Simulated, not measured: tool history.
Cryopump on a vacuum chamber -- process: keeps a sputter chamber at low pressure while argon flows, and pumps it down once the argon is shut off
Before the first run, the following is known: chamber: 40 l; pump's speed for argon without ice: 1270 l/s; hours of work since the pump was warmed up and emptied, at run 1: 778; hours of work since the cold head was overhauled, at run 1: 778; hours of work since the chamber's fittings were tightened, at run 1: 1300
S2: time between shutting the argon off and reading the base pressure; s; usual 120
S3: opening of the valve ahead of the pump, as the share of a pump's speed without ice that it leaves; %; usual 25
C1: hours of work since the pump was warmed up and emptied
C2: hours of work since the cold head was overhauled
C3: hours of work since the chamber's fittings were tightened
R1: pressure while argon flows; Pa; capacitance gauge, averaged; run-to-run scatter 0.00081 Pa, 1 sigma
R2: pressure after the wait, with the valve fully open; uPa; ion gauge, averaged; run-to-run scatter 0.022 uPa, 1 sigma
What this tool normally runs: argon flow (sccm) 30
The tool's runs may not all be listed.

{"run": 1, "hour": 0.0, "argon flow (sccm)": 30, "S2": 120, "S3": 25, "C1": 778, "C2": 778, "C3": 1300, "R1": 0.1708, "R2": 1.6}
{"hour": 28.6, "done": "leaking fittings of the chamber tightened, without venting"}
{"run": 2, "hour": 30.5, "argon flow (sccm)": 28, "S2": 120, "S3": 25, "C1": 800, "C2": 800, "C3": 1, "R1": 0.1583, "R2": 0.76}
{"run": 3, "hour": 49.9, "argon flow (sccm)": 28, "S2": 120, "S3": 25, "C1": 815, "C2": 815, "C3": 16, "R1": 0.1592, "R2": 0.78}
{"run": 4, "hour": 82.0, "argon flow (sccm)": 25, "S2": 120, "S3": 25, "C1": 840, "C2": 840, "C3": 41, "R1": 0.1428, "R2": 0.78}
{"run": 5, "hour": 102.7, "argon flow (sccm)": 25, "S2": 120, "S3": 25, "C1": 856, "C2": 856, "C3": 57, "R1": 0.1428, "R2": 0.75}
{"run": 6, "hour": 137.7, "argon flow (sccm)": 25, "S2": 120, "S3": 25, "C1": 883, "C2": 883, "C3": 84, "R1": 0.1415, "R2": 0.84}
{"run": 7, "hour": 171.6, "argon flow (sccm)": 30, "S2": 120, "S3": 25, "C1": 910, "C2": 910, "C3": 111, "R1": 0.1724, "R2": 0.83}
{"run": 8, "hour": 188.7, "argon flow (sccm)": 30, "S2": 120, "S3": 25, "C1": 923, "C2": 923, "C3": 124, "R1": 0.1728, "R2": 0.83}
{"hour": 210.5, "done": "pump warmed up, emptied and cooled again"}
{"run": 9, "hour": 217.0, "argon flow (sccm)": 30, "S2": 120, "S3": 25, "C1": 5, "C2": 941, "C3": 142, "R1": 0.1607, "R2": 0.76}
{"run": 10, "hour": 237.9, "argon flow (sccm)": 15, "S2": 120, "S3": 25, "C1": 21, "C2": 957, "C3": 158, "R1": 0.0791, "R2": 0.8}
{"run": 11, "hour": 255.2, "argon flow (sccm)": 15, "S2": 120, "S3": 25, "C1": 35, "C2": 970, "C3": 171, "R1": 0.0801, "R2": 0.79}
{"run": 12, "hour": 285.0, "argon flow (sccm)": 15, "S2": 120, "S3": 25, "C1": 58, "C2": 993, "C3": 195, "R1": 0.0805, "R2": 0.77}
{"run": 13, "hour": 309.7, "argon flow (sccm)": 40, "S2": 120, "S3": 25, "C1": 77, "C2": 1013, "C3": 214, "R1": 0.2154, "R2": 0.82}
{"run": 14, "hour": 345.1, "argon flow (sccm)": 32, "S2": 107, "S3": 15, "C1": 104, "C2": 1040, "C3": 241, "R1": 0.2838, "R2": 0.88}
{"run": 15, "hour": 368.9, "argon flow (sccm)": 32, "S2": 107, "S3": 15, "C1": 123, "C2": 1058, "C3": 259, "R1": 0.285, "R2": 0.86}
{"run": 16, "hour": 390.7, "argon flow (sccm)": 38, "S2": 107, "S3": 15, "C1": 139, "C2": 1075, "C3": 276, "R1": 0.341, "R2": 0.91}
{"run": 17, "hour": 416.0, "argon flow (sccm)": 41, "S2": 63, "S3": 25, "C1": 159, "C2": 1095, "C3": 296, "R1": 0.2206, "R2": 1.27}
{"run": 18, "hour": 445.2, "argon flow (sccm)": 30, "S2": 92, "S3": 25, "C1": 182, "C2": 1117, "C3": 319, "R1": 0.163, "R2": 1.01}
{"run": 19, "hour": 470.5, "argon flow (sccm)": 30, "S2": 92, "S3": 25, "C1": 201, "C2": 1137, "C3": 338, "R1": 0.1625, "R2": 1.04}
{"run": 20, "hour": 502.0, "argon flow (sccm)": 30, "S2": 92, "S3": 25, "C1": 226, "C2": 1161, "C3": 362, "R1": 0.1626, "R2": 1.08}
{"run": 21, "hour": 537.4, "argon flow (sccm)": 30, "S2": 92, "S3": 25, "C1": 253, "C2": 1189, "C3": 390, "R1": 0.1613, "R2": 1.01}
{"run": 22, "hour": 572.8, "argon flow (sccm)": 26, "S2": 39, "S3": 27, "C1": 280, "C2": 1216, "C3": 417, "R1": 0.1312, "R2": 1.83}

5 options for the next run, each taken on its own from the tool as it stands now. Forecast them:
{"run": "A", "hour": 603.8, "argon flow (sccm)": 29, "S2": 26, "S3": 25, "C1": 304, "C2": 1240, "C3": 441, "R1": "?", "R2": "?"}
{"run": "B", "hour": 603.8, "argon flow (sccm)": 16, "S2": 54, "S3": 39, "C1": 304, "C2": 1240, "C3": 441, "R1": "?", "R2": "?"}
{"run": "C", "hour": 603.8, "argon flow (sccm)": 18, "S2": 33, "S3": 17, "C1": 304, "C2": 1240, "C3": 441, "R1": "?", "R2": "?"}
{"run": "D", "hour": 603.8, "argon flow (sccm)": 26, "S2": 201, "S3": 17, "C1": 304, "C2": 1240, "C3": 441, "R1": "?", "R2": "?"}
{"run": "E", "hour": 603.8, "argon flow (sccm)": 17, "S2": 39, "S3": 24, "C1": 304, "C2": 1240, "C3": 441, "R1": "?", "R2": "?"}

run=A R1=0.1591 R2=2.50
run=B R1=0.0566 R2=1.52
run=C R1=0.1438 R2=2.12
run=D R1=0.2057 R2=0.82
run=E R1=0.0968 R2=1.86
Stripped of hidden state, with their random variation kept, the same runs would have yielded:
run=A R1=0.1554 R2=2.20
run=B R1=0.0546 R2=1.20
run=C R1=0.1415 R2=1.81
run=D R1=0.2024 R2=0.51
run=E R1=0.0947 R2=1.56

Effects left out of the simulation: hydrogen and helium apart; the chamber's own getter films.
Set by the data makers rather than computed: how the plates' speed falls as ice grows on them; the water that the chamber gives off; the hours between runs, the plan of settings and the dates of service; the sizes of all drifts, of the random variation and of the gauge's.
